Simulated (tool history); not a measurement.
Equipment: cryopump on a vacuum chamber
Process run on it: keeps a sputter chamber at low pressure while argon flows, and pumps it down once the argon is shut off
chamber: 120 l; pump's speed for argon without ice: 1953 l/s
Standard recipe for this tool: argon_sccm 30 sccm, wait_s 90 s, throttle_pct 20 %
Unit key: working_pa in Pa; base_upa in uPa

run 1 hour=0.0 | argon_sccm=30 wait_s=90 throttle_pct=20 | working_pa=0.1332 base_upa=0.47
run 2 hour=60.7 | argon_sccm=30 wait_s=90 throttle_pct=20 | working_pa=0.1325 base_upa=0.48
run 3 hour=116.2 | argon_sccm=30 wait_s=90 throttle_pct=20 | working_pa=0.1332 base_upa=0.49
run 4 hour=182.7 | argon_sccm=30 wait_s=90 throttle_pct=20 | working_pa=0.1338 base_upa=0.47
run 5 hour=250.7 | argon_sccm=30 wait_s=90 throttle_pct=20 | working_pa=0.1343 base_upa=0.50
run 6 hour=322.8 | argon_sccm=30 wait_s=90 throttle_pct=20 | working_pa=0.1356 base_upa=0.49
run 7 hour=355.5 | argon_sccm=30 wait_s=90 throttle_pct=20 | working_pa=0.1353 base_upa=0.53
run 8 hour=394.4 | argon_sccm=30 wait_s=90 throttle_pct=20 | working_pa=0.1348 base_upa=0.49
-- hour=440.3 pump warmed up, emptied and cooled again
run 9 hour=472.1 | argon_sccm=30 wait_s=90 throttle_pct=20 | working_pa=0.1304 base_upa=0.48
run 10 hour=525.0 | argon_sccm=30 wait_s=24 throttle_pct=20 | working_pa=0.1305 base_upa=0.99
run 11 hour=593.2 | argon_sccm=19 wait_s=93 throttle_pct=38 | working_pa=0.0443 base_upa=0.49

Run 12 comes next. What will it give?
run 12 hour=644.8 | argon_sccm=27 wait_s=32 throttle_pct=20 | working_pa=? base_upa=?

{"run 12": {"working_pa": 0.1184, "base_upa": 0.83}}
If the tool had no hidden condition, the same run with the same run-to-run variation would have returned working_pa 0.1170 Pa, base_upa 0.69 uPa.

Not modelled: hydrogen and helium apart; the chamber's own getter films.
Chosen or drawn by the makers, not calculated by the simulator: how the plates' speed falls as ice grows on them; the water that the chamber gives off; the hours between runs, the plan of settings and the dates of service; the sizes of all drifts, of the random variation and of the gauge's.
